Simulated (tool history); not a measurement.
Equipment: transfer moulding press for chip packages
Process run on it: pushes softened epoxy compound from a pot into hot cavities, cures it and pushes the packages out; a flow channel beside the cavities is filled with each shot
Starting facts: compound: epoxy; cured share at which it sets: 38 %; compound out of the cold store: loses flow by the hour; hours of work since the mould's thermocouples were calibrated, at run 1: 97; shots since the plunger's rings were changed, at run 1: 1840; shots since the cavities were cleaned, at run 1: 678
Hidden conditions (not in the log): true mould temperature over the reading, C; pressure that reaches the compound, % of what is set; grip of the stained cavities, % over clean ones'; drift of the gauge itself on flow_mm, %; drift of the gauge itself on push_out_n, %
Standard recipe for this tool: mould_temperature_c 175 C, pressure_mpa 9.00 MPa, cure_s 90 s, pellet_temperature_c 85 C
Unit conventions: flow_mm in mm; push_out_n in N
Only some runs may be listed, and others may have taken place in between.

| run | hour | mould_temperature_c | pressure_mpa | cure_s | pellet_temperature_c | hours of work since the mould's thermocouples were calibrated | shots since the plunger's rings were changed | shots since the cavities were cleaned | incoming compound's hours out of the cold store | flow_mm | push_out_n |
|---|---|---|---|---|---|---|---|---|---|---|---|
| 1 | 0.0 | 175 | 9.00 | 90 | 85 | 97 | 1840 | 678 | 16.5 | 739 | 898 |
|  | 33.5 | cavities cleaned with cleaning compound and waxed |
| 2 | 73.2 | 175 | 9.00 | 90 | 85 | 127 | 2483 | 356 | 13.7 | 732 | 777 |
|  | 142.0 | cavities cleaned with cleaning compound and waxed |
| 3 | 142.0 | 175 | 9.00 | 90 | 85 | 156 | 3088 | 0 | 38.2 | 663 | 556 |
| 4 | 194.4 | 175 | 9.00 | 90 | 85 | 178 | 3559 | 471 | 34.2 | 660 | 809 |
|  | 254.4 | cavities cleaned with cleaning compound and waxed |
| 5 | 261.9 | 175 | 9.00 | 90 | 85 | 206 | 4151 | 67 | 43.6 | 636 | 593 |
| 6 | 347.0 | 175 | 9.00 | 92 | 85 | 242 | 4915 | 831 | 21.6 | 680 | 872 |
|  | 366.1 | cavities cleaned with cleaning compound and waxed |
| 7 | 411.3 | 175 | 9.00 | 105 | 85 | 268 | 5479 | 406 | 37.7 | 637 | 635 |
|  | 475.3 | cavities cleaned with cleaning compound and waxed |
| 8 | 475.3 | 181 | 9.00 | 90 | 85 | 295 | 6040 | 0 | 12.0 | 682 | 460 |
|  | 499.0 | plunger's sealing rings changed |
| 9 | 537.7 | 175 | 9.00 | 90 | 85 | 320 | 347 | 537 | 28.6 | 711 | 821 |
| 10 | 575.6 | 175 | 9.00 | 90 | 85 | 336 | 688 | 878 | 35.0 | 702 | 903 |
|  | 584.3 | cavities cleaned with cleaning compound and waxed |
|  | 605.8 | mould's thermocouples calibrated |
| 11 | 623.2 | 175 | 9.00 | 90 | 85 | 7 | 1084 | 331 | 10.0 | 763 | 778 |
| 12 | 669.3 | 175 | 9.00 | 90 | 85 | 27 | 1498 | 745 | 27.4 | 704 | 833 |
|  | 694.5 | cavities cleaned with cleaning compound and waxed |
| 13 | 751.8 | 175 | 9.00 | 90 | 85 | 61 | 2225 | 514 | 31.5 | 699 | 777 |
|  | 802.8 | cavities cleaned with cleaning compound and waxed |
| 14 | 822.9 | 175 | 9.00 | 90 | 85 | 90 | 2850 | 180 | 25.7 | 699 | 701 |
| 15 | 903.0 | 175 | 8.77 | 90 | 80 | 124 | 3569 | 899 | 23.0 | 691 | 924 |
|  | 908.6 | cavities cleaned with cleaning compound and waxed |
| 16 | 942.9 | 175 | 10.65 | 115 | 85 | 140 | 3914 | 308 | 8.0 | 792 | 582 |
|  | 1016.2 | cavities cleaned with cleaning compound and waxed |
| 17 | 1022.8 | 175 | 10.65 | 115 | 85 | 173 | 4618 | 59 | 20.5 | 767 | 466 |
| 18 | 1097.5 | 174 | 10.65 | 115 | 85 | 205 | 5289 | 730 | 23.1 | 746 | 644 |
|  | 1125.4 | cavities cleaned with cleaning compound and waxed |
| 19 | 1135.8 | 174 | 10.65 | 115 | 85 | 220 | 5619 | 93 | 17.2 | 748 | 469 |
| 20 | 1172.3 | 175 | 9.50 | 90 | 81 | 236 | 5947 | 421 | 10.3 | 729 | 837 |
|  | 1203.9 | plunger's sealing rings changed |
| 21 | 1231.3 | 175 | 9.50 | 90 | 81 | 260 | 246 | 928 | 19.9 | 759 | 922 |
|  | 1238.8 | cavities cleaned with cleaning compound and waxed |
| 22 | 1297.5 | 174 | 9.70 | 90 | 79 | 287 | 827 | 527 | 37.5 | 718 | 887 |
|  | 1351.5 | cavities cleaned with cleaning compound and waxed |
| 23 | 1366.0 | 174 | 9.70 | 90 | 79 | 315 | 1429 | 131 | 33.7 | 720 | 708 |
|  | 1443.0 | mould's thermocouples calibrated |
| 24 | 1444.6 | 174 | 9.70 | 90 | 79 | 1 | 2116 | 818 | 17.6 | 750 | 948 |
|  | 1461.0 | cavities cleaned with cleaning compound and waxed |
| 25 | 1493.1 | 174 | 9.70 | 90 | 79 | 20 | 2538 | 288 | 39.5 | 692 | 740 |
| 26 | 1551.9 | 174 | 9.70 | 90 | 79 | 45 | 3066 | 816 | 15.6 | 754 | 976 |
|  | 1567.0 | cavities cleaned with cleaning compound and waxed |
| 27 | 1624.9 | 174 | 9.70 | 90 | 79 | 75 | 3708 | 520 | 33.4 | 698 | 873 |

Branching from run 27: 4 alternative next runs. What would each branch give?
|  | 1676.9 | cavities cleaned with cleaning compound and waxed |
| A | 1693.3 | 177 | 9.00 | 90 | 87 | 104 | 4309 | 147 | 23.8 | ? | ? |
|  | 1676.9 | cavities cleaned with cleaning compound and waxed |
| B | 1693.3 | 174 | 9.70 | 127 | 79 | 104 | 4309 | 147 | 46.2 | ? | ? |
|  | 1676.9 | cavities cleaned with cleaning compound and waxed |
| C | 1693.3 | 174 | 9.06 | 90 | 81 | 104 | 4309 | 147 | 30.6 | ? | ? |
|  | 1676.9 | cavities cleaned with cleaning compound and waxed |
| D | 1693.3 | 176 | 9.91 | 90 | 79 | 104 | 4309 | 147 | 11.0 | ? | ? |

| run | flow_mm | push_out_n |
|---|---|---|
| A | 683 | 595 |
| B | 648 | 468 |
| C | 663 | 691 |
| D | 750 | 648 |
Had the tool no hidden state, the same runs would have come out as:
| run | flow_mm | push_out_n |
|---|---|---|
| A | 736 | 510 |
| B | 697 | 398 |
| C | 715 | 594 |
| D | 808 | 557 |
